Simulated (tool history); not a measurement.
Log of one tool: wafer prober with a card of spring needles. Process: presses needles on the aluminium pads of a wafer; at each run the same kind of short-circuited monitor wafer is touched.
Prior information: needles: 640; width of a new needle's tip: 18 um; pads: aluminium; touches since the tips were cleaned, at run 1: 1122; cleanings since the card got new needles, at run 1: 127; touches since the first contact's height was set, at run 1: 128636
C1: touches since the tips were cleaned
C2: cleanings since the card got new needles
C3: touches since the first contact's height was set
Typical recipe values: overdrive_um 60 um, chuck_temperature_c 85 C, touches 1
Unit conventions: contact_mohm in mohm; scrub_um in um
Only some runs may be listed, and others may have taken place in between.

run 1 day=0 | overdrive_um=60 chuck_temperature_c=85 touches=1 | C1=1122 C2=127 C3=128636 | contact_mohm=151 scrub_um=14.78
-- day=0.192 tips cleaned on abrasive film
-- day=0.762 tips cleaned on abrasive film
-- day=1.3 tips cleaned on abrasive film
-- day=1.429 height of the first contact set anew
run 2 day=1.554 | overdrive_um=61 chuck_temperature_c=85 touches=1 | C1=960 C2=130 C3=497 | contact_mohm=150 scrub_um=15.25
-- day=1.796 tips cleaned on abrasive film
-- day=2.333 tips cleaned on abrasive film
-- day=2.9 tips cleaned on abrasive film
run 3 day=3.188 | overdrive_um=60 chuck_temperature_c=29 touches=1 | C1=1131 C2=133 C3=6887 | contact_mohm=140 scrub_um=14.79
-- day=3.383 tips cleaned on abrasive film
-- day=3.971 tips cleaned on abrasive film
run 4 day=4.033 | overdrive_um=60 chuck_temperature_c=85 touches=1 | C1=247 C2=135 C3=10207 | contact_mohm=151 scrub_um=14.84
-- day=4.454 tips cleaned on abrasive film
run 5 day=4.858 | overdrive_um=60 chuck_temperature_c=85 touches=1 | C1=1608 C2=136 C3=13452 | contact_mohm=152 scrub_um=14.9
-- day=4.979 tips cleaned on abrasive film
-- day=5.521 tips cleaned on abrasive film
-- day=6.038 tips cleaned on abrasive film
run 6 day=6.333 | overdrive_um=60 chuck_temperature_c=85 touches=3 | C1=1163 C2=139 C3=19218 | contact_mohm=153 scrub_um=14.89
-- day=6.533 tips cleaned on abrasive film
-- day=7.029 tips cleaned on abrasive film
run 7 day=7.029 | overdrive_um=60 chuck_temperature_c=85 touches=3 | C1=0 C2=141 C3=21937 | contact_mohm=150 scrub_um=14.93
-- day=7.546 tips cleaned on abrasive film
-- day=8.108 tips cleaned on abrasive film
run 8 day=8.125 | overdrive_um=60 chuck_temperature_c=85 touches=3 | C1=57 C2=143 C3=26234 | contact_mohm=151 scrub_um=14.85
-- day=8.658 tips cleaned on abrasive film
-- day=9.175 tips cleaned on abrasive film
-- day=9.704 tips cleaned on abrasive film
run 9 day=9.821 | overdrive_um=60 chuck_temperature_c=85 touches=1 | C1=459 C2=146 C3=32897 | contact_mohm=151 scrub_um=14.74
-- day=10.208 tips cleaned on abrasive film
-- day=10.75 tips cleaned on abrasive film
run 10 day=11.017 | overdrive_um=60 chuck_temperature_c=85 touches=1 | C1=1041 C2=148 C3=37578 | contact_mohm=152 scrub_um=14.76
-- day=11.242 tips cleaned on abrasive film
-- day=11.725 tips cleaned on abrasive film
-- day=12.25 tips cleaned on abrasive film
-- day=12.725 tips cleaned on abrasive film
run 11 day=12.725 | overdrive_um=60 chuck_temperature_c=85 touches=1 | C1=0 C2=152 C3=44272 | contact_mohm=151 scrub_um=14.86
-- day=13.242 tips cleaned on abrasive film
run 12 day=13.633 | overdrive_um=60 chuck_temperature_c=85 touches=1 | C1=1537 C2=153 C3=47836 | contact_mohm=149 scrub_um=14.63
-- day=13.742 tips cleaned on abrasive film
-- day=14.233 tips cleaned on abrasive film
-- day=14.717 tips cleaned on abrasive film
run 13 day=14.717 | overdrive_um=60 chuck_temperature_c=85 touches=1 | C1=0 C2=156 C3=52078 | contact_mohm=153 scrub_um=14.73
-- day=15.304 tips cleaned on abrasive film
run 14 day=15.646 | overdrive_um=60 chuck_temperature_c=85 touches=1 | C1=1357 C2=157 C3=55728 | contact_mohm=152 scrub_um=14.81
-- day=15.858 tips cleaned on abrasive film
-- day=16.375 tips cleaned on abrasive film
run 15 day=16.483 | overdrive_um=60 chuck_temperature_c=85 touches=1 | C1=428 C2=159 C3=59003 | contact_mohm=149 scrub_um=14.95
-- day=16.871 tips cleaned on abrasive film
-- day=17.45 tips cleaned on abrasive film
run 16 day=17.779 | overdrive_um=60 chuck_temperature_c=81 touches=1 | C1=1297 C2=161 C3=64091 | contact_mohm=150 scrub_um=14.68
-- day=17.983 tips cleaned on abrasive film
-- day=18.517 tips cleaned on abrasive film
-- day=19.012 tips cleaned on abrasive film
run 17 day=19.058 | overdrive_um=64 chuck_temperature_c=31 touches=1 | C1=187 C2=164 C3=69099 | contact_mohm=139 scrub_um=15.84
-- day=19.517 tips cleaned on abrasive film
-- day=20.042 tips cleaned on abrasive film
run 18 day=20.042 | overdrive_um=60 chuck_temperature_c=33 touches=1 | C1=0 C2=166 C3=72956 | contact_mohm=141 scrub_um=14.79
-- day=20.604 tips cleaned on abrasive film
-- day=21.129 tips cleaned on abrasive film
-- day=21.642 tips cleaned on abrasive film
run 19 day=21.642 | overdrive_um=60 chuck_temperature_c=82 touches=1 | C1=0 C2=169 C3=79214 | contact_mohm=146 scrub_um=14.83
-- day=22.121 tips cleaned on abrasive film
run 20 day=22.492 | overdrive_um=60 chuck_temperature_c=82 touches=1 | C1=1466 C2=170 C3=82561 | contact_mohm=151 scrub_um=14.86
-- day=22.612 tips cleaned on abrasive film
-- day=23.183 tips cleaned on abrasive film
-- day=23.662 tips cleaned on abrasive film
run 21 day=24.021 | overdrive_um=59 chuck_temperature_c=85 touches=2 | C1=1428 C2=173 C3=88564 | contact_mohm=150 scrub_um=14.58
-- day=24.238 tips cleaned on abrasive film
-- day=24.729 tips cleaned on abrasive film
run 22 day=24.962 | overdrive_um=59 chuck_temperature_c=29 touches=3 | C1=920 C2=175 C3=92245 | contact_mohm=139 scrub_um=14.56

What if the next run were any one of these 4? Each begins from the tool's condition after run 22:
-- day=25.242 tips cleaned on abrasive film
-- day=25.771 tips cleaned on abrasive film
run A day=26.108 | overdrive_um=49 chuck_temperature_c=32 touches=1 | C1=1328 C2=177 C3=96738 | contact_mohm=? scrub_um=?
-- day=25.242 tips cleaned on abrasive film
-- day=25.771 tips cleaned on abrasive film
run B day=26.108 | overdrive_um=60 chuck_temperature_c=107 touches=3 | C1=1328 C2=177 C3=96738 | contact_mohm=? scrub_um=?
-- day=25.242 tips cleaned on abrasive film
-- day=25.771 tips cleaned on abrasive film
run C day=26.108 | overdrive_um=78 chuck_temperature_c=35 touches=1 | C1=1328 C2=177 C3=96738 | contact_mohm=? scrub_um=?
-- day=25.242 tips cleaned on abrasive film
-- day=25.771 tips cleaned on abrasive film
run D day=26.108 | overdrive_um=59 chuck_temperature_c=29 touches=1 | C1=1328 C2=177 C3=96738 | contact_mohm=? scrub_um=?

run=A contact_mohm=148 scrub_um=12.1
run=B contact_mohm=153 scrub_um=14.96
run=C contact_mohm=136 scrub_um=19.29
run=D contact_mohm=141 scrub_um=14.67
Take away the tool's hidden state, keep each run's random variation, and the runs would have read:
run=A contact_mohm=147 scrub_um=12.12
run=B contact_mohm=152 scrub_um=14.98
run=C contact_mohm=136 scrub_um=19.31
run=D contact_mohm=141 scrub_um=14.69

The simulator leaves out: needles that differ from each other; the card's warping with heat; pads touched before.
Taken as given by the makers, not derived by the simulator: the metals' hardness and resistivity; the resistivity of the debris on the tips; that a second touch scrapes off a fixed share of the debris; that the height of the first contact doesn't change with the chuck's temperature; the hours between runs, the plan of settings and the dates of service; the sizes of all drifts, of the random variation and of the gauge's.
